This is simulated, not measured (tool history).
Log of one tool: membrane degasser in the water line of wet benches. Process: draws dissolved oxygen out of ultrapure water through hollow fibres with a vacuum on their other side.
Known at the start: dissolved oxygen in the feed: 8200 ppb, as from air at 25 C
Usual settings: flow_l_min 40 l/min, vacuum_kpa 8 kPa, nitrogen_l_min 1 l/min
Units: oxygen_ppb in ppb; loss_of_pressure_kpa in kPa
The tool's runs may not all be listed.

run	day	flow_l_min	vacuum_kpa	nitrogen_l_min	oxygen_ppb	loss_of_pressure_kpa
1	0	40	8	1	408.2	38.22
2	1.8	40	8	1	413	38.26
3	4.038	40	8	1	417.2	38.03
4	5.092	40	5.18	1	204.1	38.5
5	7.146	40	5.18	1	204	37.94
6	9.425	40	5.18	1	200.2	38.12
7	10.817	40	5.18	1	204.9	38.43
8	12.458	40	5.18	1	202.5	38.32
9	13.625	40	9.79	1	549.2	38.07
10	15.417	40	9.79	0.46	928	38.6
11	17.258	40	8.52	1	454.6	38.43
12	18.621	31	8	1	341	29.72
13	19.967	31	8	1	332.2	29.67
14	21.412	31	8	1	337.4	29.78
15	23.05	31	8	1	342.5	29.61
16	24.408	31	15.26	1	770	29.6
17	25.996	56	6.93	0.65	580.3	53.71
18	27.296	52	8	0.57	732.4	49.73
19	28.267	31	8.95	2.16	214.1	29.88
20	30.25	31	8.95	2.16	210.6	29.77
21	31.883	40	16.4	2.29	534.9	38.37
22	33.483	40	7	2.68	164.8	38.35
23	34.958	40	11.86	1	695	38.44
24	36.092	30	6.58	0.57	377.4	28.53
25	37.204	40	11.6	0.86	745.2	38.65
26	39.25	40	11.6	0.86	784	38.27
27	40.638	40	6.83	0.75	420.8	38.69

Forecast run 28:
28	42.812	29	5.59	0.75	?	?

oxygen_ppb: 224.9 ppb
loss_of_pressure_kpa: 28.05 kPa
Without the tool's hidden state the same run would have given oxygen_ppb 191.3 ppb, loss_of_pressure_kpa 27.84 kPa.
